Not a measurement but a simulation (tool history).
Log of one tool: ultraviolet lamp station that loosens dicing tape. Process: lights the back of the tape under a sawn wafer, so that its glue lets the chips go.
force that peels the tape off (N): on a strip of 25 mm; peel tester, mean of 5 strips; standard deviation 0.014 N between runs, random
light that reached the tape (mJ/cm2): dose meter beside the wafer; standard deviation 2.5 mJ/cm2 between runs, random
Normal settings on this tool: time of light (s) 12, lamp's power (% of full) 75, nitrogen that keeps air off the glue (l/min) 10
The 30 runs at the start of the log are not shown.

run     day  time of light (s)  lamp's power (% of full)  nitrogen that keeps air off the glue (l/min)  hours of work of the lamp  hours of work since the window was cleaned  force that peels the tape off (N)  light that reached the tape (mJ/cm2)
     24.688  -- window cleaned of glue's vapour
 31  25.558                 12                        90                                            16                        324                                          16                              0.401                                   368
 32  26.325                  9                        90                                             4                        338                                          31                              1.268                                   275
 33  27.075                 10                        69                                            10                        352                                          45                              1.165                                   237
 34  27.738                 14                        75                                            17                        364                                          57                              0.402                                   355
 35  28.758                 21                        75                                            17                        383                                          76                              0.234                                   536
 36  29.438                  8                        61                                             3                        396                                          89                              3.312                                   165
 37  30.321                 18                        60                                            10                        412                                         105                              0.458                                   372
 38  31.438                 11                        71                                            10                        433                                         126                              0.930                                   264

Consider 5 possible next runs. They are alternatives, not a sequence: every one starts from the tool as it was left by run 38. What does each give?
  A  31.975                  7                        75                                             4                        443                                         136                                  ?                                     ?
  B  31.975                 12                        65                                            10                        443                                         136                                  ?                                     ?
  C  31.975                 12                        77                                            14                        443                                         136                                  ?                                     ?
  D  31.975                 22                        75                                             5                        443                                         136                                  ?                                     ?
  E  31.975                 14                        93                                            10                        443                                         136                                  ?                                     ?

run  force that peels the tape off (N)  light that reached the tape (mJ/cm2)
  A                              2.660                                   173
  B                              0.926                                   266
  C                              0.563                                   313
  D                              0.289                                   558
  E                              0.333                                   441
Take away the tool's hidden state, keep each run's random variation, and the runs would have read:
run  force that peels the tape off (N)  light that reached the tape (mJ/cm2)
  A                              2.652                                   174
  B                              0.922                                   267
  C                              0.560                                   314
  D                              0.288                                   559
  E                              0.331                                   442

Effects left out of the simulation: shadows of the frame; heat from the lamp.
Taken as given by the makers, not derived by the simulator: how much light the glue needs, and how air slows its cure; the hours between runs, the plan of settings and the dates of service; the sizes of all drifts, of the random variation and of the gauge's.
